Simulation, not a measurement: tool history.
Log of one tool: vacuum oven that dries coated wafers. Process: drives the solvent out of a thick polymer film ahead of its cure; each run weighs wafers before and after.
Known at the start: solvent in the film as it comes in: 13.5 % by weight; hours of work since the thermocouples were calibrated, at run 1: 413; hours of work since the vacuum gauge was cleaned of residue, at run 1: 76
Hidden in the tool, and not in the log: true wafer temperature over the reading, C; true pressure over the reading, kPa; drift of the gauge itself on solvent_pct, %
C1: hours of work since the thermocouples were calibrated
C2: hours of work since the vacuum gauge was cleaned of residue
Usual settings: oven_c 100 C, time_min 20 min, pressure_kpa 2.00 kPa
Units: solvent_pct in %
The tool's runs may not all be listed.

Run 1, hour 0.0: usual settings; C1 413; C2 76. Result: solvent_pct 2.45 %.
Run 2, hour 41.5: usual settings but oven_c 95 C; C1 443; C2 106. Result: solvent_pct 3.15 %.
Run 3, hour 109.4: usual settings; C1 493; C2 156. Result: solvent_pct 2.36 %.
Run 4, hour 166.4: usual settings but oven_c 92 C; C1 534; C2 198. Result: solvent_pct 3.85 %.
Run 5, hour 227.2: usual settings but oven_c 92 C; C1 579; C2 242. Result: solvent_pct 3.81 %.
Run 6, hour 309.7: usual settings but oven_c 92 C, pressure_kpa 1.13 kPa; C1 639; C2 302. Result: solvent_pct 2.93 %.
Run 7, hour 356.6: usual settings but pressure_kpa 7.53 kPa; C1 673; C2 337. Result: solvent_pct 7.11 %.
Run 8, hour 435.1: usual settings but pressure_kpa 7.53 kPa; C1 731; C2 394. Result: solvent_pct 7.06 %.
Run 9, hour 471.9: usual settings but pressure_kpa 7.53 kPa; C1 757; C2 421. Result: solvent_pct 7.21 %.
Run 10, hour 521.9: usual settings but oven_c 91 C, pressure_kpa 7.53 kPa; C1 794; C2 457. Result: solvent_pct 9.97 %.
Run 11, hour 567.4: usual settings but oven_c 91 C, pressure_kpa 7.53 kPa; C1 827; C2 490. Result: solvent_pct 10.12 %.
Run 12, hour 639.0: usual settings but oven_c 88 C, time_min 12 min, pressure_kpa 3.26 kPa; C1 879; C2 543. Result: solvent_pct 7.38 %.
At hour 700.6: oven's thermocouples calibrated.
Run 13, hour 700.6: usual settings but oven_c 88 C, time_min 12 min, pressure_kpa 3.26 kPa; C1 0; C2 586. Result: solvent_pct 8.22 %.
At hour 706.1: vacuum gauge cleaned of residue and calibrated.
Run 14, hour 763.5: usual settings but oven_c 88 C, time_min 12 min, pressure_kpa 3.26 kPa; C1 45; C2 42. Result: solvent_pct 8.27 %.
Run 15, hour 818.4: usual settings but oven_c 86 C, time_min 29 min, pressure_kpa 1.33 kPa; C1 85; C2 82. Result: solvent_pct 4.11 %.
At hour 895.5: vacuum gauge cleaned of residue and calibrated, once more.
Run 16, hour 898.9: usual settings but oven_c 102 C, time_min 25 min, pressure_kpa 6.19 kPa; C1 143; C2 2. Result: solvent_pct 5.83 %.
Run 17, hour 979.0: usual settings but oven_c 102 C, time_min 10 min, pressure_kpa 3.19 kPa; C1 201; C2 61. Result: solvent_pct 4.86 %.
Run 18, hour 1046.7: usual settings but pressure_kpa 4.72 kPa; C1 251; C2 110. Result: solvent_pct 4.99 %.
Run 19, hour 1125.1: usual settings but time_min 19 min, pressure_kpa 5.74 kPa; C1 308; C2 168. Result: solvent_pct 6.06 %.
Run 20, hour 1187.6: usual settings but oven_c 115 C, time_min 34 min, pressure_kpa 2.14 kPa; C1 353; C2 213. Result: solvent_pct 1.26 %.
Run 21, hour 1233.3: usual settings but time_min 26 min, pressure_kpa 2.39 kPa; C1 387; C2 247. Result: solvent_pct 2.70 %.
Run 22, hour 1300.1: usual settings but oven_c 107 C, time_min 26 min, pressure_kpa 2.39 kPa; C1 436; C2 295. Result: solvent_pct 1.93 %.

3 ways to go on from here, each from the tool as it stands after run 22. What would each give?
Run A, hour 1368.0: usual settings but pressure_kpa 5.25 kPa; C1 485; C2 345. Result: solvent_pct ?.
Run B, hour 1368.0: usual settings but oven_c 107 C, time_min 10 min, pressure_kpa 2.21 kPa; C1 485; C2 345. Result: solvent_pct ?.
Run C, hour 1368.0: usual settings but oven_c 96 C, time_min 18 min, pressure_kpa 1.21 kPa; C1 485; C2 345. Result: solvent_pct ?.

run  solvent_pct
  A         5.55
  B         3.25
  C         2.78
Without the tool's hidden state the same runs would have given:
run  solvent_pct
  A         5.45
  B         3.19
  C         2.65
